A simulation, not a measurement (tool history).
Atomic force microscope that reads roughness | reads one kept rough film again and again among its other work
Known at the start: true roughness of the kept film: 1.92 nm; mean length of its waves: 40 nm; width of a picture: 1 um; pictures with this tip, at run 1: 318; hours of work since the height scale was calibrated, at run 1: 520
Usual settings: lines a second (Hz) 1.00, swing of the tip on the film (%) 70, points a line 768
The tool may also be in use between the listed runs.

run,hour,lines a second (Hz),swing of the tip on the film (%),points a line,pictures with this tip,hours of work since the height scale was calibrated,roughness of the kept film (nm (root mean square))
1,0.0,1.00,70,768,318,520,1.758
2,13.9,1.00,70,768,349,529,1.762
# hour 24.8: new tip fitted
3,27.8,1.00,70,768,6,538,1.790
4,58.0,1.00,73,768,73,557,1.798
5,87.4,1.00,73,768,138,576,1.789
6,103.7,1.00,73,768,174,586,1.783
7,117.5,1.00,73,768,205,595,1.768
8,144.2,1.00,73,768,264,612,1.757
9,162.9,1.00,73,768,306,624,1.753
10,182.1,1.00,70,773,348,636,1.759
# hour 193.8: new tip fitted
11,205.3,3.60,60,260,25,651,1.739
12,235.3,1.08,71,804,92,670,1.810
13,248.3,0.67,57,1014,121,679,1.843
14,261.6,0.52,90,875,150,687,1.773
15,289.2,1.59,57,282,212,705,1.796
16,301.9,2.40,60,630,240,713,1.758
17,327.7,0.95,70,768,297,729,1.783
18,350.3,1.69,66,768,347,744,1.763
# hour 362.4: new tip fitted
19,380.3,1.14,73,270,40,763,1.768
20,406.6,1.14,73,270,98,780,1.777

The same runs without the tool's hidden state, with the same run-to-run variation:
The hidden state here: radius of the tip, nm; height scale over the true one, %; drift of the gauge itself on roughness_nm, %.
run,roughness of the kept film (nm (root mean square))
1,1.811
2,1.820
3,1.789
4,1.807
5,1.808
6,1.808
7,1.797
8,1.794
9,1.797
10,1.809
11,1.739
12,1.819
13,1.858
14,1.791
15,1.823
16,1.789
17,1.823
18,1.809
19,1.770
20,1.788
